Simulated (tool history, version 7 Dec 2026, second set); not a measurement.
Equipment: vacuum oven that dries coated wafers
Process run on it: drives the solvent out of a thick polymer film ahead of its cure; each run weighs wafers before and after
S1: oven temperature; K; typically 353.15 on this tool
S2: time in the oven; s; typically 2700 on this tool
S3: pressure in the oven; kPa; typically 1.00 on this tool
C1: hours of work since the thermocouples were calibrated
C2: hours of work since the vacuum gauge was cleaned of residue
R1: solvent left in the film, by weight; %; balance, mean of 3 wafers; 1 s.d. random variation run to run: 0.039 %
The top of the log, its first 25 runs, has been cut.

run     day      S1    S2    S3   C1   C2    R1
 26  12.771  353.15  1380  1.17  567  436  5.08
 27  13.146  353.15  3300  1.17  571  441  2.60
 28  13.562  364.15  2100  1.89  576  446  2.36
 29  13.950  343.15  4020  1.56  581  450  4.88
 30  14.546  368.15  2700  1.00  588  457  0.92
 31  15.104  368.15  1680  1.00  595  464  1.58
 32  15.562  365.15  2700  1.63  600  470  1.74
 33  16.271  343.15  2700  3.11  609  478  8.10
 34  16.588  365.15  1560  1.00  612  482  2.30
 35  16.900  365.15  1380  1.40  616  485  2.88
 36  17.438  365.15  2700  0.51  622  492  0.83
 37  18.100  365.15  4440  2.40  630  500  2.08
 38  18.762  359.15  1740  1.00  638  508  3.04
 39  19.450  357.15  2700  1.00  646  516  2.25
 40  19.767  338.15  4080  1.00  650  519  5.31
 41  20.296  338.15  4800  1.01  656  526  4.76
 42  20.896  365.15  3360  3.70  664  533  3.32
 43  21.212  365.15  3360  3.70  667  537  3.26
 44  21.771  342.15  4500  1.00  674  543  4.01

Here are 5 independent what-if runs from the current tool condition. What would each one return?
  A  22.096  355.15  1320  1.23  678  547   ?
  B  22.096  342.15  4080  3.66  678  547   ?
  C  22.096  345.15  4500  1.00  678  547   ?
  D  22.096  345.15  1920  0.53  678  547   ?
  E  22.096  360.15  1920  0.93  678  547   ?

run    R1
  A  4.95
  B  8.59
  C  3.42
  D  5.16
  E  2.57
Without the tool's hidden state the same runs would have given:
run    R1
  A  4.57
  B  7.98
  C  2.98
  D  4.75
  E  2.25
